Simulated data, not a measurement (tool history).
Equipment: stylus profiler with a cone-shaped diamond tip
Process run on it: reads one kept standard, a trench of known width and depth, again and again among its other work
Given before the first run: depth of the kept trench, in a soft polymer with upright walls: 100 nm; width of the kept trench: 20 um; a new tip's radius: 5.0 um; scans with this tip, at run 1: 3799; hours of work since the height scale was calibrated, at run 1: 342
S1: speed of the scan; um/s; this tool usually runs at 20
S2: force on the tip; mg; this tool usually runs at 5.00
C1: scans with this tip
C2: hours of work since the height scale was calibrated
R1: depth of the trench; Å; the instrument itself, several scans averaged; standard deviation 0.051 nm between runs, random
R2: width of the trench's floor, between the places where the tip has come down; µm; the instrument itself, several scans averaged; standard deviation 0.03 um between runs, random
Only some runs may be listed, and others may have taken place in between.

run,hour,S1,S2,C1,C2,R1,R2
1,0.0,20,5.00,3799,342,1019.2,17.77
2,7.6,20,5.00,3865,348,1018.9,17.65
3,17.7,22,5.00,3951,356,1020.2,17.76
4,32.5,20,3.04,4078,368,1014.4,17.68
5,47.9,20,3.04,4211,379,1013.8,17.70
6,63.1,20,5.87,4342,391,1020.7,17.76
7,77.0,20,5.87,4462,402,1022.1,17.68
8,88.8,20,13.71,4563,411,1036.9,17.72
9,97.0,20,13.71,4634,418,1037.1,17.74
10,107.0,44,5.00,4720,425,1020.4,17.65
11,114.5,44,5.00,4784,431,1018.1,17.56
12,125.2,44,5.00,4877,439,1020.3,17.51
13,137.8,44,4.38,4985,449,1018.6,17.55
# hour 139.6: height scale calibrated on a step standard
14,153.6,44,4.38,5117,11,1018.1,17.59
15,162.5,44,4.38,5193,18,1018.6,17.54
# hour 173.8: height scale calibrated on a step standard, once more
16,174.5,20,5.00,5292,1,1016.4,17.70
17,185.8,20,5.00,5389,9,1018.3,17.70
18,197.2,20,5.00,5488,18,1016.9,17.67
19,205.4,59,3.56,5558,25,1013.4,17.51
20,211.9,21,1.87,5614,30,1008.4,17.62
21,220.4,21,1.87,5687,36,1008.1,17.53
22,230.0,21,1.87,5770,44,1008.1,17.55
23,240.1,21,9.13,5857,51,1026.8,17.65
24,255.0,21,9.13,5985,63,1026.2,17.66
25,267.9,21,9.13,6096,73,1025.7,17.66
26,276.9,22,3.21,6174,80,1012.2,17.62
27,291.5,15,14.90,6299,91,1037.4,17.70
28,301.0,14,5.56,6381,99,1019.0,17.64
29,311.3,39,3.22,6470,107,1013.3,17.58
30,319.2,39,3.22,6537,113,1012.7,17.55
31,328.1,54,13.75,6614,120,1035.2,17.56

Hidden state or all else? Some run-to-run changes of R1, split into what the settings, what came in and random variation would give without the hidden state, and what is left for the hidden state (with any gauge scatter that isn't in both results):
Hidden conditions of the tool in this case: radius of the tip, um; height scale over the true one, %; drift of the gauge itself on depth_nm, %; drift of the gauge itself on floor_um, %.
Run 4 -> 5: no setting touched and nothing written in the log between the runs. R1 -0.6 Å: hidden state +0.1, all else -0.7.
Run 13 -> 14: height scale calibrated on a step standard. R1 -0.5 Å: hidden state +0.5, all else -1.0.
Run 15 -> 16: S1 44 -> 20, S2 4.38 -> 5.00, height scale calibrated on a step standard, once more. R1 -2.2 Å: hidden state -2.9, all else +0.7.
Run 22 -> 23: S2 1.87 -> 9.13. R1 +18.7 Å: hidden state +0.0, all else +18.7.
Run 26 -> 27: S1 22 -> 15, S2 3.21 -> 14.90. R1 +25.2 Å: hidden state +0.0, all else +25.2.
Run 30 -> 31: S1 39 -> 54, S2 3.22 -> 13.75. R1 +22.5 Å: hidden state +0.1, all else +22.4.

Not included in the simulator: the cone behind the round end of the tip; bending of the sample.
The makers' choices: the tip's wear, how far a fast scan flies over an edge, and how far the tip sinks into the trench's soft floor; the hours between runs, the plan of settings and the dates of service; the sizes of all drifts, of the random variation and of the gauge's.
